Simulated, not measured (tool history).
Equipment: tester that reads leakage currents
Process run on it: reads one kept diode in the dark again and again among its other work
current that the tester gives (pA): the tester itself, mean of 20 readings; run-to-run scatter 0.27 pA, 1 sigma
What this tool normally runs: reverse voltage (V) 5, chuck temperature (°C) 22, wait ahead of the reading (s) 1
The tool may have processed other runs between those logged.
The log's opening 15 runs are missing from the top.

run      day  reverse voltage (V)  chuck temperature (°C)  wait ahead of the reading (s)  hours of work since the probe card was cleaned  hours of work since the tester was calibrated  hours of work since the chuck was calibrated  current that the tester gives (pA)
 16  105.033                    5                      22                           0.65                                            1497                                           1452                                           340                               88.87
 17  109.829                 1.08                      22                              1                                            1587                                           1542                                           430                               36.11
 18  115.388                 1.08                      22                              1                                            1692                                           1647                                           535                               36.22
 19  120.321                 1.08                      22                              1                                            1785                                           1740                                           628                               35.89
 20  126.479                 1.08                      22                              1                                            1900                                           1855                                           743                               36.05
 21  131.504                 1.08                      22                              1                                            1995                                           1950                                           838                               36.33
     133.746  -- chuck's temperature calibrated
 22  135.788                 1.08                      22                              1                                            2074                                           2029                                            38                               36.17
 23  141.904                 7.42                      22                              1                                            2189                                           2144                                           153                              111.08
 24  151.858                 7.42                      22                              1                                            2376                                           2331                                           341                              112.51
 25  157.862                 7.42                      22                              1                                            2489                                           2444                                           453                              112.22
 26  165.108                 6.08                      49                            0.4                                            2625                                           2580                                           590                              919.12
 27  169.162                 5.13                      34                            0.4                                            2701                                           2656                                           666                              255.46
 28  174.221                 3.83                      38                           3.74                                            2796                                           2751                                           761                              296.87
     180.279  -- chuck's temperature calibrated
 29  182.254                  1.4                      23                           4.52                                            2946                                           2901                                            37                               45.96
 30  187.833                  1.4                      56                           4.52                                            3051                                           3006                                           142                              654.52
     190.062  -- probe card cleaned and baked
     195.512  -- tester calibrated
 31  197.558                16.49                      23                              1                                             139                                             38                                           321                               195.3
 32  205.279                    5                      22                           0.41                                             284                                            184                                           466                               89.32
 33  209.979                    5                      24                           0.41                                             373                                            272                                           554                              107.44
 34  217.712                 5.42                      22                            3.6                                             518                                            417                                           700                               93.16
 35  221.971                 1.78                      22                           0.47                                             598                                            497                                           780                               48.87
     226.971  -- chuck's temperature calibrated
 36  232.058                17.45                      22                           0.36                                             786                                            685                                            96                              187.74

4 options for the next run, each taken on its own from the tool as it stands now. Forecast them:
  A  240.588                17.45                      24                           8.41                                             947                                            846                                           256                                   ?
  B  240.588                    5                      23                              1                                             947                                            846                                           256                                   ?
  C  240.588                  1.7                      38                           0.36                                             947                                            846                                           256                                   ?
  D  240.588                 5.54                      21                           3.13                                             947                                            846                                           256                                   ?

run  current that the tester gives (pA)
  A                              221.14
  B                               97.92
  C                              183.72
  D                               86.37
The same runs, with their run-to-run variation unchanged, on a tool lacking any hidden condition would have given:
run  current that the tester gives (pA)
  A                              221.05
  B                               97.89
  C                               183.7
  D                               86.34
